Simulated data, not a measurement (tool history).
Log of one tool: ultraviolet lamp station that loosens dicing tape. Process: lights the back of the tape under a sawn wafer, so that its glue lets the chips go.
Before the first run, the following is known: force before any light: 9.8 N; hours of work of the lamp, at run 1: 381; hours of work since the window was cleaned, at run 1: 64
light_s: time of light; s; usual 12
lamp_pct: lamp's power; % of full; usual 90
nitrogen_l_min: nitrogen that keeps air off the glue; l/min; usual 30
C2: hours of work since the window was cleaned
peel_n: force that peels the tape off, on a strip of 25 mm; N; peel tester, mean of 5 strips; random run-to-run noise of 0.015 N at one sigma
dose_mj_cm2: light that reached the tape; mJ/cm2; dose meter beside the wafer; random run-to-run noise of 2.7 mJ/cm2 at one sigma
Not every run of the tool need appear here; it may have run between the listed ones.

{"run": 1, "hour": 0.0, "light_s": 12, "lamp_pct": 90, "nitrogen_l_min": 30, "hours of work of the lamp": 381, "C2": 64, "peel_n": 0.938, "dose_mj_cm2": 332}
{"run": 2, "hour": 7.8, "light_s": 12, "lamp_pct": 90, "nitrogen_l_min": 30, "hours of work of the lamp": 386, "C2": 68, "peel_n": 0.982, "dose_mj_cm2": 329}
{"run": 3, "hour": 17.4, "light_s": 12, "lamp_pct": 85, "nitrogen_l_min": 30, "hours of work of the lamp": 391, "C2": 73, "peel_n": 1.078, "dose_mj_cm2": 311}
{"run": 4, "hour": 29.7, "light_s": 12, "lamp_pct": 90, "nitrogen_l_min": 20, "hours of work of the lamp": 398, "C2": 80, "peel_n": 1.247, "dose_mj_cm2": 327}
{"run": 5, "hour": 39.9, "light_s": 20, "lamp_pct": 90, "nitrogen_l_min": 30, "hours of work of the lamp": 404, "C2": 86, "peel_n": 0.26, "dose_mj_cm2": 542}
{"run": 6, "hour": 48.0, "light_s": 20, "lamp_pct": 90, "nitrogen_l_min": 30, "hours of work of the lamp": 408, "C2": 90, "peel_n": 0.251, "dose_mj_cm2": 536}
{"run": 7, "hour": 62.7, "light_s": 17, "lamp_pct": 90, "nitrogen_l_min": 30, "hours of work of the lamp": 416, "C2": 99, "peel_n": 0.418, "dose_mj_cm2": 454}
{"run": 8, "hour": 71.7, "light_s": 17, "lamp_pct": 90, "nitrogen_l_min": 30, "hours of work of the lamp": 421, "C2": 104, "peel_n": 0.424, "dose_mj_cm2": 453}
{"run": 9, "hour": 79.2, "light_s": 12, "lamp_pct": 90, "nitrogen_l_min": 30, "hours of work of the lamp": 426, "C2": 108, "peel_n": 0.996, "dose_mj_cm2": 319}
{"run": 10, "hour": 89.5, "light_s": 12, "lamp_pct": 90, "nitrogen_l_min": 30, "hours of work of the lamp": 431, "C2": 114, "peel_n": 1.004, "dose_mj_cm2": 326}
{"run": 11, "hour": 106.6, "light_s": 12, "lamp_pct": 90, "nitrogen_l_min": 30, "hours of work of the lamp": 441, "C2": 123, "peel_n": 1.016, "dose_mj_cm2": 319}
{"run": 12, "hour": 120.9, "light_s": 12, "lamp_pct": 90, "nitrogen_l_min": 30, "hours of work of the lamp": 449, "C2": 131, "peel_n": 1.075, "dose_mj_cm2": 320}
{"run": 13, "hour": 128.3, "light_s": 12, "lamp_pct": 90, "nitrogen_l_min": 30, "hours of work of the lamp": 453, "C2": 135, "peel_n": 1.057, "dose_mj_cm2": 315}
{"run": 14, "hour": 141.2, "light_s": 12, "lamp_pct": 90, "nitrogen_l_min": 30, "hours of work of the lamp": 460, "C2": 142, "peel_n": 1.044, "dose_mj_cm2": 312}
{"run": 15, "hour": 153.2, "light_s": 10, "lamp_pct": 90, "nitrogen_l_min": 30, "hours of work of the lamp": 467, "C2": 149, "peel_n": 1.561, "dose_mj_cm2": 261}
{"run": 16, "hour": 166.3, "light_s": 10, "lamp_pct": 90, "nitrogen_l_min": 30, "hours of work of the lamp": 474, "C2": 156, "peel_n": 1.562, "dose_mj_cm2": 259}
{"run": 17, "hour": 177.5, "light_s": 10, "lamp_pct": 90, "nitrogen_l_min": 30, "hours of work of the lamp": 480, "C2": 163, "peel_n": 1.517, "dose_mj_cm2": 256}
{"run": 18, "hour": 195.2, "light_s": 12, "lamp_pct": 90, "nitrogen_l_min": 47, "hours of work of the lamp": 490, "C2": 172, "peel_n": 0.821, "dose_mj_cm2": 313}
{"run": 19, "hour": 204.3, "light_s": 12, "lamp_pct": 90, "nitrogen_l_min": 47, "hours of work of the lamp": 495, "C2": 178, "peel_n": 0.811, "dose_mj_cm2": 307}
{"run": 20, "hour": 217.7, "light_s": 12, "lamp_pct": 90, "nitrogen_l_min": 47, "hours of work of the lamp": 503, "C2": 185, "peel_n": 0.838, "dose_mj_cm2": 309}
{"run": 21, "hour": 232.4, "light_s": 12, "lamp_pct": 90, "nitrogen_l_min": 38, "hours of work of the lamp": 511, "C2": 193, "peel_n": 0.983, "dose_mj_cm2": 302}
{"run": 22, "hour": 245.2, "light_s": 10, "lamp_pct": 90, "nitrogen_l_min": 33, "hours of work of the lamp": 518, "C2": 200, "peel_n": 1.461, "dose_mj_cm2": 254}
{"run": 23, "hour": 252.5, "light_s": 9, "lamp_pct": 85, "nitrogen_l_min": 51, "hours of work of the lamp": 522, "C2": 204, "peel_n": 1.618, "dose_mj_cm2": 214}
{"run": 24, "hour": 266.0, "light_s": 12, "lamp_pct": 61, "nitrogen_l_min": 30, "hours of work of the lamp": 530, "C2": 212, "peel_n": 2.254, "dose_mj_cm2": 202}
{"run": 25, "hour": 281.6, "light_s": 12, "lamp_pct": 81, "nitrogen_l_min": 10, "hours of work of the lamp": 538, "C2": 221, "peel_n": 2.494, "dose_mj_cm2": 273}
{"run": 26, "hour": 288.8, "light_s": 12, "lamp_pct": 81, "nitrogen_l_min": 10, "hours of work of the lamp": 542, "C2": 225, "peel_n": 2.569, "dose_mj_cm2": 270}
{"run": 27, "hour": 298.9, "light_s": 15, "lamp_pct": 90, "nitrogen_l_min": 30, "hours of work of the lamp": 548, "C2": 230, "peel_n": 0.718, "dose_mj_cm2": 371}
{"run": 28, "hour": 307.0, "light_s": 14, "lamp_pct": 90, "nitrogen_l_min": 30, "hours of work of the lamp": 552, "C2": 235, "peel_n": 0.839, "dose_mj_cm2": 346}
{"run": 29, "hour": 319.2, "light_s": 12, "lamp_pct": 88, "nitrogen_l_min": 21, "hours of work of the lamp": 559, "C2": 242, "peel_n": 1.501, "dose_mj_cm2": 291}
{"run": 30, "hour": 331.3, "light_s": 10, "lamp_pct": 72, "nitrogen_l_min": 21, "hours of work of the lamp": 566, "C2": 248, "peel_n": 2.823, "dose_mj_cm2": 192}
{"run": 31, "hour": 346.8, "light_s": 12, "lamp_pct": 90, "nitrogen_l_min": 31, "hours of work of the lamp": 575, "C2": 257, "peel_n": 1.204, "dose_mj_cm2": 293}
{"run": 32, "hour": 363.1, "light_s": 12, "lamp_pct": 77, "nitrogen_l_min": 9, "hours of work of the lamp": 584, "C2": 266, "peel_n": 3.013, "dose_mj_cm2": 248}
{"run": 33, "hour": 378.6, "light_s": 16, "lamp_pct": 77, "nitrogen_l_min": 36, "hours of work of the lamp": 592, "C2": 275, "peel_n": 0.823, "dose_mj_cm2": 333}
{"run": 34, "hour": 393.0, "light_s": 16, "lamp_pct": 77, "nitrogen_l_min": 36, "hours of work of the lamp": 600, "C2": 283, "peel_n": 0.847, "dose_mj_cm2": 327}
{"run": 35, "hour": 405.3, "light_s": 12, "lamp_pct": 92, "nitrogen_l_min": 30, "hours of work of the lamp": 607, "C2": 290, "peel_n": 1.218, "dose_mj_cm2": 296}
{"run": 36, "hour": 420.2, "light_s": 12, "lamp_pct": 72, "nitrogen_l_min": 45, "hours of work of the lamp": 616, "C2": 298, "peel_n": 1.541, "dose_mj_cm2": 231}
{"run": 37, "hour": 427.4, "light_s": 9, "lamp_pct": 68, "nitrogen_l_min": 16, "hours of work of the lamp": 620, "C2": 302, "peel_n": 3.811, "dose_mj_cm2": 161}

Branching from run 37: 3 alternative next runs. What would each branch give?
{"run": "A", "hour": 440.7, "light_s": 9, "lamp_pct": 68, "nitrogen_l_min": 14, "hours of work of the lamp": 627, "C2": 309, "peel_n": "?", "dose_mj_cm2": "?"}
{"run": "B", "hour": 440.7, "light_s": 9, "lamp_pct": 68, "nitrogen_l_min": 13, "hours of work of the lamp": 627, "C2": 309, "peel_n": "?", "dose_mj_cm2": "?"}
{"run": "C", "hour": 440.7, "light_s": 8, "lamp_pct": 68, "nitrogen_l_min": 16, "hours of work of the lamp": 627, "C2": 309, "peel_n": "?", "dose_mj_cm2": "?"}

run=A peel_n=3.85 dose_mj_cm2=163
run=B peel_n=4.005 dose_mj_cm2=162
run=C peel_n=4.364 dose_mj_cm2=145
Stripped of hidden state, with their random variation kept, the same runs would have yielded:
run=A peel_n=2.877 dose_mj_cm2=216
run=B peel_n=3.015 dose_mj_cm2=214
run=C peel_n=3.327 dose_mj_cm2=191

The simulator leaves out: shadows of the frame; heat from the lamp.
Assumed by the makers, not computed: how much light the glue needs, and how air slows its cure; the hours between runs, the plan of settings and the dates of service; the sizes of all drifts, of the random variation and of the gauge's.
